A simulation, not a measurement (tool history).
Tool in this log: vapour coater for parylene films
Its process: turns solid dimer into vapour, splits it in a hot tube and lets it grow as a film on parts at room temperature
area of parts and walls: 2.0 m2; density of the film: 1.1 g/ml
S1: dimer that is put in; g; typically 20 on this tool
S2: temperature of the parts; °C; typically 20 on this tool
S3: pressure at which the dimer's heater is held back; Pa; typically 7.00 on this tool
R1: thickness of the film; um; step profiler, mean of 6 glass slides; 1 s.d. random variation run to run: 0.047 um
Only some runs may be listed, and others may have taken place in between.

| run | hour | S1 | S2 | S3 | R1 |
|---|---|---|---|---|---|
| 1 | 0.0 | 20 | 20 | 7.00 | 5.13 |
| 2 | 18.8 | 20 | 20 | 7.00 | 5.32 |
| 3 | 34.2 | 20 | 20 | 7.00 | 5.28 |
| 4 | 57.2 | 20 | 20 | 7.00 | 5.22 |
| 5 | 82.7 | 20 | 20 | 7.00 | 5.31 |
| 6 | 98.0 | 20 | 20 | 7.00 | 5.25 |
| 7 | 123.5 | 20 | 20 | 7.00 | 5.28 |
| 8 | 150.3 | 20 | 20 | 8.77 | 5.12 |
| 9 | 163.1 | 20 | 20 | 8.77 | 5.18 |
| 10 | 181.7 | 20 | 32 | 7.00 | 3.20 |
| 11 | 196.0 | 20 | 32 | 7.00 | 3.21 |
| 12 | 225.0 | 20 | 32 | 7.00 | 3.16 |
| 13 | 248.7 | 20 | 32 | 7.00 | 3.19 |
| 14 | 263.3 | 8 | 21 | 4.28 | 2.14 |
| 15 | 282.1 | 8 | 21 | 4.28 | 2.14 |
| 16 | 294.1 | 14 | 14 | 2.57 | 5.39 |
| 17 | 323.2 | 31 | 20 | 7.00 | 8.16 |
| 18 | 339.6 | 33 | 17 | 7.00 | 9.98 |
| 19 | 363.4 | 15 | 15 | 3.73 | 5.29 |
| 20 | 380.4 | 10 | 15 | 3.69 | 3.48 |
| 21 | 402.8 | 34 | 20 | 10.77 | 8.45 |
| 22 | 424.4 | 16 | 27 | 7.00 | 3.12 |
| 23 | 439.7 | 16 | 27 | 7.00 | 3.11 |

Forecast each of these 5 alternatives for the next run:
| A | 456.8 | 9 | 20 | 7.00 | ? |
| B | 456.8 | 24 | 28 | 8.03 | ? |
| C | 456.8 | 32 | 24 | 7.00 | ? |
| D | 456.8 | 21 | 22 | 11.18 | ? |
| E | 456.8 | 20 | 20 | 2.55 | ? |

| run | R1 |
|---|---|
| A | 2.35 |
| B | 4.39 |
| C | 7.06 |
| D | 4.75 |
| E | 5.84 |
With the hidden condition removed and each run's random variation left untouched, the same runs would have given:
| run | R1 |
|---|---|
| A | 2.37 |
| B | 4.42 |
| C | 7.11 |
| D | 4.78 |
| E | 5.88 |
